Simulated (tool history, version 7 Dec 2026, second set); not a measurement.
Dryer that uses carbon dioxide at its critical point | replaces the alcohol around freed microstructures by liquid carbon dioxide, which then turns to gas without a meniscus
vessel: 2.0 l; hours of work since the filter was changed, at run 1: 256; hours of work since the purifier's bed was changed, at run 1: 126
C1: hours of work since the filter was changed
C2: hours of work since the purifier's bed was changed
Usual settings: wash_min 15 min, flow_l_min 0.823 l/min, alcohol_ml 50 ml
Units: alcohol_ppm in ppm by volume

run 1 hour=0 | wash_min=15 flow_l_min=0.823 alcohol_ml=50 | C1=256 C2=126 | alcohol_ppm=253
run 2 hour=9.4 | wash_min=15 flow_l_min=0.823 alcohol_ml=50 | C1=261 C2=131 | alcohol_ppm=256
run 3 hour=18.3 | wash_min=15 flow_l_min=0.823 alcohol_ml=50 | C1=266 C2=136 | alcohol_ppm=248
run 4 hour=28.1 | wash_min=15 flow_l_min=0.823 alcohol_ml=50 | C1=272 C2=142 | alcohol_ppm=248
run 5 hour=35 | wash_min=15 flow_l_min=0.823 alcohol_ml=50 | C1=276 C2=145 | alcohol_ppm=248
run 6 hour=46.3 | wash_min=15 flow_l_min=0.823 alcohol_ml=120 | C1=282 C2=152 | alcohol_ppm=570
run 7 hour=60.8 | wash_min=15 flow_l_min=0.823 alcohol_ml=120 | C1=290 C2=160 | alcohol_ppm=562
run 8 hour=72.6 | wash_min=15 flow_l_min=0.823 alcohol_ml=50 | C1=297 C2=167 | alcohol_ppm=252
run 9 hour=85.4 | wash_min=15 flow_l_min=0.823 alcohol_ml=37 | C1=304 C2=174 | alcohol_ppm=199
run 10 hour=97.7 | wash_min=15 flow_l_min=0.823 alcohol_ml=37 | C1=311 C2=181 | alcohol_ppm=208
run 11 hour=105.5 | wash_min=15 flow_l_min=0.823 alcohol_ml=110 | C1=316 C2=185 | alcohol_ppm=536
run 12 hour=114.3 | wash_min=9 flow_l_min=0.823 alcohol_ml=50 | C1=321 C2=190 | alcohol_ppm=1508
run 13 hour=124.8 | wash_min=9 flow_l_min=0.823 alcohol_ml=50 | C1=327 C2=196 | alcohol_ppm=1538
run 14 hour=138.1 | wash_min=9 flow_l_min=0.823 alcohol_ml=50 | C1=334 C2=204 | alcohol_ppm=1537
run 15 hour=150.8 | wash_min=20 flow_l_min=0.823 alcohol_ml=50 | C1=341 C2=211 | alcohol_ppm=82
run 16 hour=162 | wash_min=15 flow_l_min=0.823 alcohol_ml=50 | C1=348 C2=217 | alcohol_ppm=272
run 17 hour=172.6 | wash_min=15 flow_l_min=0.823 alcohol_ml=50 | C1=354 C2=223 | alcohol_ppm=259
run 18 hour=183.1 | wash_min=20 flow_l_min=0.823 alcohol_ml=50 | C1=360 C2=229 | alcohol_ppm=85
run 19 hour=196.5 | wash_min=20 flow_l_min=0.823 alcohol_ml=50 | C1=367 C2=237 | alcohol_ppm=81
run 20 hour=206.5 | wash_min=20 flow_l_min=0.823 alcohol_ml=41 | C1=373 C2=243 | alcohol_ppm=81
run 21 hour=213.5 | wash_min=13 flow_l_min=0.701 alcohol_ml=45 | C1=377 C2=247 | alcohol_ppm=739
run 22 hour=224 | wash_min=20 flow_l_min=1.225 alcohol_ml=98 | C1=383 C2=252 | alcohol_ppm=44
run 23 hour=230.6 | wash_min=20 flow_l_min=1.038 alcohol_ml=25 | C1=386 C2=256 | alcohol_ppm=38
run 24 hour=239.8 | wash_min=21 flow_l_min=0.823 alcohol_ml=52 | C1=392 C2=261 | alcohol_ppm=81
run 25 hour=248.2 | wash_min=21 flow_l_min=0.823 alcohol_ml=52 | C1=396 C2=266 | alcohol_ppm=79
run 26 hour=261.3 | wash_min=15 flow_l_min=0.591 alcohol_ml=20 | C1=404 C2=274 | alcohol_ppm=392
run 27 hour=267.9 | wash_min=15 flow_l_min=0.823 alcohol_ml=78 | C1=408 C2=277 | alcohol_ppm=411
run 28 hour=280.3 | wash_min=15 flow_l_min=0.823 alcohol_ml=78 | C1=415 C2=284 | alcohol_ppm=420
run 29 hour=289.7 | wash_min=18 flow_l_min=1.19 alcohol_ml=22 | C1=420 C2=290 | alcohol_ppm=40
run 30 hour=298 | wash_min=15 flow_l_min=0.686 alcohol_ml=35 | C1=425 C2=294 | alcohol_ppm=396
run 31 hour=309.7 | wash_min=15 flow_l_min=0.768 alcohol_ml=22 | C1=431 C2=301 | alcohol_ppm=187
run 32 hour=316.2 | wash_min=11 flow_l_min=0.677 alcohol_ml=50 | C1=435 C2=305 | alcohol_ppm=1569

Hidden state or all else? Some run-to-run changes of alcohol_ppm, split into what the settings, what came in and random variation would give without the hidden state, and what is left for the hidden state (with any gauge scatter that isn't in both results):
The hidden state here: flow that reaches the vessel past the clogged filter, %; alcohol in the recycled carbon dioxide, ppm; drift of the gauge itself on alcohol_ppm, %.
Run 11 -> 12: wash_min 15 -> 9, alcohol_ml 110 -> 50. alcohol_ppm +972 ppm by volume: hidden state +69, all else +903.
Run 14 -> 15: wash_min 9 -> 20. alcohol_ppm -1455 ppm by volume: hidden state -147, all else -1308.
Run 21 -> 22: wash_min 13 -> 20, flow_l_min 0.701 -> 1.225, alcohol_ml 45 -> 98. alcohol_ppm -695 ppm by volume: hidden state -95, all else -600.
Run 31 -> 32: wash_min 15 -> 11, flow_l_min 0.768 -> 0.677, alcohol_ml 22 -> 50. alcohol_ppm +1382 ppm by volume: hidden state +175, all else +1207.
